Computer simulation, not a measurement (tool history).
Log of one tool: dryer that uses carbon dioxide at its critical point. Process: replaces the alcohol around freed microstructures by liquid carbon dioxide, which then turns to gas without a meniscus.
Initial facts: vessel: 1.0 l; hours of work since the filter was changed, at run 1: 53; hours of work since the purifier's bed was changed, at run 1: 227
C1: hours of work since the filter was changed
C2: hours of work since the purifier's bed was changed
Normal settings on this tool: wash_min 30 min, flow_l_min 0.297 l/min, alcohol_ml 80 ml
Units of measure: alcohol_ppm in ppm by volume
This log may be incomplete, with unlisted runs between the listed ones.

run 1 hour=0.0 | wash_min=30 flow_l_min=0.297 alcohol_ml=80 | C1=53 C2=227 | alcohol_ppm=174
run 2 hour=9.7 | wash_min=30 flow_l_min=0.297 alcohol_ml=25 | C1=60 C2=234 | alcohol_ppm=111
run 3 hour=18.5 | wash_min=30 flow_l_min=0.297 alcohol_ml=25 | C1=67 C2=241 | alcohol_ppm=114
run 4 hour=26.6 | wash_min=30 flow_l_min=0.194 alcohol_ml=80 | C1=73 C2=247 | alcohol_ppm=960
run 5 hour=34.5 | wash_min=30 flow_l_min=0.297 alcohol_ml=38 | C1=79 C2=253 | alcohol_ppm=132
run 6 hour=44.5 | wash_min=30 flow_l_min=0.297 alcohol_ml=38 | C1=86 C2=260 | alcohol_ppm=128
run 7 hour=53.6 | wash_min=30 flow_l_min=0.297 alcohol_ml=80 | C1=93 C2=267 | alcohol_ppm=192
run 8 hour=64.1 | wash_min=30 flow_l_min=0.297 alcohol_ml=80 | C1=101 C2=275 | alcohol_ppm=200
run 9 hour=71.0 | wash_min=28 flow_l_min=0.297 alcohol_ml=80 | C1=106 C2=280 | alcohol_ppm=252
run 10 hour=75.5 | wash_min=28 flow_l_min=0.297 alcohol_ml=80 | C1=110 C2=284 | alcohol_ppm=262
run 11 hour=81.3 | wash_min=45 flow_l_min=0.297 alcohol_ml=80 | C1=114 C2=288 | alcohol_ppm=107
run 12 hour=88.7 | wash_min=45 flow_l_min=0.297 alcohol_ml=80 | C1=120 C2=294 | alcohol_ppm=109
run 13 hour=98.1 | wash_min=40 flow_l_min=0.297 alcohol_ml=80 | C1=127 C2=301 | alcohol_ppm=114
run 14 hour=107.3 | wash_min=30 flow_l_min=0.297 alcohol_ml=80 | C1=134 C2=308 | alcohol_ppm=213
run 15 hour=114.1 | wash_min=30 flow_l_min=0.297 alcohol_ml=80 | C1=139 C2=313 | alcohol_ppm=224
run 16 hour=119.4 | wash_min=30 flow_l_min=0.297 alcohol_ml=80 | C1=143 C2=317 | alcohol_ppm=224
run 17 hour=126.4 | wash_min=30 flow_l_min=0.297 alcohol_ml=80 | C1=148 C2=322 | alcohol_ppm=228
-- hour=131.3 inlet filter changed
run 18 hour=136.3 | wash_min=30 flow_l_min=0.297 alcohol_ml=80 | C1=4 C2=329 | alcohol_ppm=188
run 19 hour=141.1 | wash_min=30 flow_l_min=0.297 alcohol_ml=80 | C1=7 C2=332 | alcohol_ppm=190
run 20 hour=149.8 | wash_min=30 flow_l_min=0.297 alcohol_ml=80 | C1=14 C2=339 | alcohol_ppm=184
run 21 hour=159.1 | wash_min=19 flow_l_min=0.297 alcohol_ml=80 | C1=21 C2=346 | alcohol_ppm=1084
run 22 hour=169.0 | wash_min=30 flow_l_min=0.297 alcohol_ml=80 | C1=28 C2=353 | alcohol_ppm=202
run 23 hour=175.0 | wash_min=32 flow_l_min=0.297 alcohol_ml=80 | C1=33 C2=358 | alcohol_ppm=173
run 24 hour=184.1 | wash_min=35 flow_l_min=0.297 alcohol_ml=50 | C1=40 C2=365 | alcohol_ppm=133
run 25 hour=193.5 | wash_min=23 flow_l_min=0.248 alcohol_ml=25 | C1=47 C2=372 | alcohol_ppm=423
run 26 hour=200.8 | wash_min=23 flow_l_min=0.248 alcohol_ml=25 | C1=52 C2=377 | alcohol_ppm=428
run 27 hour=209.2 | wash_min=19 flow_l_min=0.217 alcohol_ml=63 | C1=59 C2=384 | alcohol_ppm=2545
run 28 hour=217.5 | wash_min=30 flow_l_min=0.203 alcohol_ml=97 | C1=65 C2=390 | alcohol_ppm=969
run 29 hour=225.6 | wash_min=30 flow_l_min=0.203 alcohol_ml=73 | C1=71 C2=396 | alcohol_ppm=743
run 30 hour=234.1 | wash_min=20 flow_l_min=0.302 alcohol_ml=38 | C1=77 C2=402 | alcohol_ppm=513
run 31 hour=239.2 | wash_min=20 flow_l_min=0.302 alcohol_ml=38 | C1=81 C2=406 | alcohol_ppm=527
run 32 hour=249.1 | wash_min=42 flow_l_min=0.297 alcohol_ml=28 | C1=89 C2=414 | alcohol_ppm=136
run 33 hour=253.5 | wash_min=42 flow_l_min=0.297 alcohol_ml=28 | C1=92 C2=417 | alcohol_ppm=142
run 34 hour=260.4 | wash_min=20 flow_l_min=0.475 alcohol_ml=25 | C1=97 C2=422 | alcohol_ppm=166
run 35 hour=266.8 | wash_min=34 flow_l_min=0.264 alcohol_ml=65 | C1=102 C2=427 | alcohol_ppm=205
run 36 hour=271.3 | wash_min=30 flow_l_min=0.224 alcohol_ml=80 | C1=105 C2=430 | alcohol_ppm=612
run 37 hour=281.4 | wash_min=30 flow_l_min=0.224 alcohol_ml=50 | C1=113 C2=438 | alcohol_ppm=438
run 38 hour=289.4 | wash_min=30 flow_l_min=0.272 alcohol_ml=50 | C1=119 C2=444 | alcohol_ppm=266
run 39 hour=298.1 | wash_min=20 flow_l_min=0.343 alcohol_ml=37 | C1=126 C2=451 | alcohol_ppm=387
run 40 hour=306.7 | wash_min=44 flow_l_min=0.404 alcohol_ml=86 | C1=132 C2=457 | alcohol_ppm=154
run 41 hour=313.0 | wash_min=23 flow_l_min=0.489 alcohol_ml=50 | C1=137 C2=462 | alcohol_ppm=182
run 42 hour=321.1 | wash_min=23 flow_l_min=0.489 alcohol_ml=42 | C1=143 C2=468 | alcohol_ppm=175
run 43 hour=325.7 | wash_min=21 flow_l_min=0.301 alcohol_ml=44 | C1=147 C2=471 | alcohol_ppm=589
run 44 hour=330.8 | wash_min=28 flow_l_min=0.297 alcohol_ml=116 | C1=150 C2=475 | alcohol_ppm=413
-- hour=332.4 inlet filter changed
run 45 hour=340.2 | wash_min=28 flow_l_min=0.297 alcohol_ml=116 | C1=6 C2=482 | alcohol_ppm=326

Each row is a separate what-if for the run after 45, all from the same tool condition, not one after another. Results?
run A hour=350.1 | wash_min=28 flow_l_min=0.450 alcohol_ml=116 | C1=13 C2=489 | alcohol_ppm=?
run B hour=350.1 | wash_min=30 flow_l_min=0.457 alcohol_ml=80 | C1=13 C2=489 | alcohol_ppm=?
run C hour=350.1 | wash_min=28 flow_l_min=0.308 alcohol_ml=29 | C1=13 C2=489 | alcohol_ppm=?

run=A alcohol_ppm=170
run=B alcohol_ppm=172
run=C alcohol_ppm=189
Had the tool no hidden state, the same runs would have come out as:
run=A alcohol_ppm=5
run=B alcohol_ppm=9
run=C alcohol_ppm=30
